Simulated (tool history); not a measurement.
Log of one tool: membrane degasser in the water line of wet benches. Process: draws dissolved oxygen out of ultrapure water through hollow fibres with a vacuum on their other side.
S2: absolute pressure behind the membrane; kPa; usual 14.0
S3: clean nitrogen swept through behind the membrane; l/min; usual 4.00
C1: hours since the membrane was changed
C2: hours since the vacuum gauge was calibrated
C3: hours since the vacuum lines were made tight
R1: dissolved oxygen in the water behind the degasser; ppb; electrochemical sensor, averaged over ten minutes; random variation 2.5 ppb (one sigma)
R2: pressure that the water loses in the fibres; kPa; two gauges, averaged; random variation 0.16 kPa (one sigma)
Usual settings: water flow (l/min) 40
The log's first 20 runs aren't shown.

{"run": 21, "hour": 3125.2, "water flow (l/min)": 25, "S2": 33.8, "S3": 3.19, "C1": 3886, "C2": 1050, "C3": 8588, "R1": 589.9, "R2": 17.22}
{"run": 22, "hour": 3315.0, "water flow (l/min)": 25, "S2": 33.8, "S3": 3.19, "C1": 4075, "C2": 1239, "C3": 8778, "R1": 599.1, "R2": 17.22}
{"run": 23, "hour": 3531.3, "water flow (l/min)": 25, "S2": 33.8, "S3": 3.19, "C1": 4292, "C2": 1456, "C3": 8994, "R1": 586.1, "R2": 17.69}
{"run": 24, "hour": 3635.4, "water flow (l/min)": 25, "S2": 33.8, "S3": 3.19, "C1": 4396, "C2": 1560, "C3": 9098, "R1": 590.3, "R2": 17.14}
{"run": 25, "hour": 3734.7, "water flow (l/min)": 42, "S2": 33.8, "S3": 2.72, "C1": 4495, "C2": 1659, "C3": 9197, "R1": 1066.6, "R2": 29.09}
{"run": 26, "hour": 3874.2, "water flow (l/min)": 50, "S2": 23.4, "S3": 2.69, "C1": 4635, "C2": 1799, "C3": 9337, "R1": 886.2, "R2": 34.93}
{"run": 27, "hour": 4019.4, "water flow (l/min)": 40, "S2": 9.1, "S3": 3.5, "C1": 4780, "C2": 1944, "C3": 9482, "R1": 243.9, "R2": 28.04}
{"run": 28, "hour": 4122.4, "water flow (l/min)": 40, "S2": 18.5, "S3": 11.27, "C1": 4883, "C2": 2047, "C3": 9585, "R1": 221.4, "R2": 27.88}
{"hour": 4252.4, "done": "seals of the vacuum lines changed"}
{"run": 29, "hour": 4253.4, "water flow (l/min)": 40, "S2": 18.5, "S3": 11.27, "C1": 5012, "C2": 2176, "C3": 1, "R1": 221.4, "R2": 28.3}
{"run": 30, "hour": 4347.7, "water flow (l/min)": 40, "S2": 18.5, "S3": 11.27, "C1": 5106, "C2": 2270, "C3": 95, "R1": 220.9, "R2": 28.03}

3 ways to go on from here, each from the tool as it stands after run 30. What would each give?
{"run": "A", "hour": 4540.6, "water flow (l/min)": 40, "S2": 14.0, "S3": 2.57, "C1": 5299, "C2": 2463, "C3": 288, "R1": "?", "R2": "?"}
{"run": "B", "hour": 4540.6, "water flow (l/min)": 30, "S2": 11.9, "S3": 4.27, "C1": 5299, "C2": 2463, "C3": 288, "R1": "?", "R2": "?"}
{"run": "C", "hour": 4540.6, "water flow (l/min)": 40, "S2": 18.5, "S3": 6.85, "C1": 5299, "C2": 2463, "C3": 288, "R1": "?", "R2": "?"}

run=A R1=461.3 R2=27.98
run=B R1=205.5 R2=20.93
run=C R1=301.2 R2=27.84
Without the tool's hidden state the same runs would have given:
run=A R1=443.5 R2=26.84
run=B R1=193.2 R2=20.07
run=C R1=284.6 R2=26.70
